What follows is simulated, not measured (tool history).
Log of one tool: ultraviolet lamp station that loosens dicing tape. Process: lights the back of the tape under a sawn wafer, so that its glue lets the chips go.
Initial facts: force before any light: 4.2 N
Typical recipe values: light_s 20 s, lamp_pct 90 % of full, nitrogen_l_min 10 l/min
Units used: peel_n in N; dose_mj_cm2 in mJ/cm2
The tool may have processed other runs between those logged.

| run | hour | light_s | lamp_pct | nitrogen_l_min | peel_n | dose_mj_cm2 |
|---|---|---|---|---|---|---|
| 1 | 0.0 | 20 | 90 | 10 | 0.480 | 333 |
|  | 47.0 | window cleaned of glue's vapour |
| 2 | 47.2 | 20 | 90 | 10 | 0.506 | 310 |
| 3 | 92.1 | 20 | 90 | 10 | 0.533 | 309 |
| 4 | 143.0 | 20 | 90 | 10 | 0.571 | 300 |
| 5 | 209.5 | 20 | 90 | 10 | 0.583 | 294 |
|  | 258.5 | window cleaned of glue's vapour, once more |
| 6 | 258.5 | 20 | 90 | 15 | 0.430 | 326 |
| 7 | 288.0 | 20 | 90 | 4 | 0.651 | 322 |
| 8 | 337.2 | 20 | 90 | 6 | 0.608 | 319 |
| 9 | 376.3 | 20 | 90 | 10 | 0.509 | 315 |
| 10 | 434.8 | 20 | 90 | 10 | 0.552 | 308 |
| 11 | 485.2 | 20 | 90 | 10 | 0.580 | 296 |
| 12 | 544.2 | 20 | 98 | 10 | 0.508 | 319 |
| 13 | 577.8 | 20 | 90 | 10 | 0.584 | 286 |
|  | 608.8 | window cleaned of glue's vapour |
| 14 | 647.9 | 20 | 90 | 18 | 0.520 | 290 |
| 15 | 709.3 | 20 | 90 | 18 | 0.507 | 286 |
| 16 | 756.7 | 20 | 90 | 10 | 0.640 | 278 |
| 17 | 823.4 | 20 | 90 | 10 | 0.681 | 276 |
| 18 | 869.2 | 20 | 90 | 10 | 0.667 | 262 |
| 19 | 940.1 | 20 | 90 | 10 | 0.689 | 258 |
|  | 959.8 | window cleaned of glue's vapour |
| 20 | 991.6 | 20 | 90 | 10 | 0.646 | 267 |
| 21 | 1044.9 | 16 | 75 | 10 | 1.186 | 174 |
| 22 | 1108.5 | 16 | 75 | 8 | 1.251 | 168 |
| 23 | 1168.6 | 16 | 75 | 8 | 1.331 | 163 |
| 24 | 1204.5 | 28 | 97 | 6 | 0.471 | 359 |
| 25 | 1234.8 | 13 | 66 | 6 | 1.928 | 112 |
| 26 | 1288.0 | 13 | 66 | 6 | 1.988 | 107 |
|  | 1309.9 | window cleaned of glue's vapour |
| 27 | 1357.1 | 10 | 72 | 10 | 2.194 | 97 |
| 28 | 1388.6 | 20 | 90 | 4 | 1.033 | 236 |
|  | 1408.3 | lamp changed |
| 29 | 1428.8 | 20 | 77 | 4 | 0.751 | 294 |
| 30 | 1487.7 | 38 | 65 | 15 | 0.279 | 464 |
| 31 | 1518.8 | 38 | 65 | 15 | 0.282 | 467 |
| 32 | 1570.8 | 28 | 86 | 11 | 0.308 | 439 |
| 33 | 1613.3 | 12 | 65 | 12 | 1.447 | 135 |
|  | 1662.6 | window cleaned of glue's vapour |
| 34 | 1670.3 | 12 | 65 | 9 | 1.534 | 141 |
| 35 | 1726.2 | 18 | 93 | 7 | 0.596 | 299 |
| 36 | 1761.4 | 20 | 100 | 7 | 0.485 | 357 |
| 37 | 1820.8 | 20 | 100 | 7 | 0.475 | 345 |

Some steps in peel_n, run to run, broken into two amounts with sign: the step expected even without the hidden condition (settings, incoming material, random variation), and the rest, left for the hidden condition together with whatever gauge scatter is not in both the measured and the hidden-condition-free result:
Hidden conditions of the tool in this case: lamp's light, % of a new lamp's; light that the window lets through, % of a clean one's; drift of the gauge itself on peel_n, %; drift of the gauge itself on dose_mj_cm2, %.
Run 23 -> 24: light_s 16 -> 28, lamp_pct 75 -> 97, nitrogen_l_min 8 -> 6. peel_n -0.860 N: hidden state -0.307, all else -0.553.
Run 24 -> 25: light_s 28 -> 13, lamp_pct 97 -> 66. peel_n +1.457 N: hidden state +0.405, all else +1.052.
Run 27 -> 28: light_s 10 -> 20, lamp_pct 72 -> 90, nitrogen_l_min 10 -> 4. peel_n -1.161 N: hidden state -0.186, all else -0.975.
Run 28 -> 29: lamp_pct 90 -> 77, lamp changed. peel_n -0.282 N: hidden state -0.432, all else +0.150.
Run 32 -> 33: light_s 28 -> 12, lamp_pct 86 -> 65, nitrogen_l_min 11 -> 12. peel_n +1.139 N: hidden state +0.136, all else +1.003.
